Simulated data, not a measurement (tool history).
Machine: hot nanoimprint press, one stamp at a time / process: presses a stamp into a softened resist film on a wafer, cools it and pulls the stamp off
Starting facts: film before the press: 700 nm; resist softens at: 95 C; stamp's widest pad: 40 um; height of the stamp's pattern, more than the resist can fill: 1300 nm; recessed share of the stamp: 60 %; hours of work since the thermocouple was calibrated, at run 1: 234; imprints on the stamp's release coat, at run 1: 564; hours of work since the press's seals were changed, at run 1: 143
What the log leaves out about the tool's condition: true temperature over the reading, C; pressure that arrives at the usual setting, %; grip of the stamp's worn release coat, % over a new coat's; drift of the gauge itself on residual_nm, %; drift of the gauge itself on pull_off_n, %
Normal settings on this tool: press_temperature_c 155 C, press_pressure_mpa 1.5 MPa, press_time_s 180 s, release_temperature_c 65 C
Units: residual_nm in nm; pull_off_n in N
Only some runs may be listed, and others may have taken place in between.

run,day,press_temperature_c,press_pressure_mpa,press_time_s,release_temperature_c,hours of work since the thermocouple was calibrated,imprints on the stamp's release coat,hours of work since the press's seals were changed,residual_nm,pull_off_n
1,0,155,1.5,180,65,234,564,143,324,230
2,0.404,155,1.5,180,65,239,592,148,324.3,221
3,0.725,155,1.5,180,65,243,615,152,323.6,233
4,1.083,155,1.5,180,65,247,640,156,324.5,236
5,1.404,155,2.24,180,65,251,663,160,265.2,234
6,1.638,155,2.24,180,65,254,679,163,266.9,234
7,1.992,155,2.24,180,65,258,704,167,265,230
8,2.45,155,1.5,180,65,264,736,173,326.4,235
9,2.746,155,1.5,180,65,267,757,176,328.3,225
10,3.242,157,1.5,180,65,273,792,182,300.7,230
11,3.612,155,1.5,161,65,278,818,187,339.9,230
12,3.858,155,1.5,161,65,281,835,190,336.4,232
13,4.079,159,1.5,180,65,283,851,192,273.4,229
14,4.454,155,1.5,180,65,288,877,197,327.4,227
15,4.946,155,1.5,180,65,294,912,203,328.7,232
16,5.45,146,1.74,224,55,300,947,209,428,290
17,5.742,152,1.74,98,55,303,968,212,429.8,307
18,6.2,152,1.74,98,55,309,1000,218,427.8,292
19,6.433,152,1.74,98,55,312,1016,221,428.9,289
20,6.754,152,1.18,158,56,315,1039,224,434.5,295
21,7.058,161,1.85,329,61,319,1060,228,176.2,267
22,7.483,146,2.11,115,53,324,1090,233,480.8,315
23,7.758,146,2.11,115,53,327,1109,236,479.7,303
24,8.071,165,1.99,124,53,331,1131,240,210,324
# day 8.462: plate thermocouple calibrated
25,8.475,155,1.32,111,65,0,1151,244,413.6,232
26,8.725,155,1.5,231,70,3,1169,247,299.5,197
# day 8.892: gauge calibrated
27,9.196,155,1.5,231,70,9,1202,252,294.7,202
28,9.579,155,1.5,104,53,13,1229,257,389.2,308
29,9.804,155,1.5,104,53,16,1244,259,388.9,314
30,10.254,158,0.98,320,61,22,1276,265,280.2,263

Forecast each of these 4 alternatives for the next run:
A,10.562,164,0.93,320,61,25,1298,269,?,?
B,10.562,146,0.98,329,61,25,1298,269,?,?
C,10.562,166,0.98,320,61,25,1298,269,?,?
D,10.562,155,1.5,150,65,25,1298,269,?,?

run,residual_nm,pull_off_n
A,220.2,265
B,473.6,255
C,194.5,262
D,347.1,227
Had the tool no hidden state, the same runs would have come out as:
run,residual_nm,pull_off_n
A,218.9,262
B,470.9,253
C,193.4,259
D,345.1,225
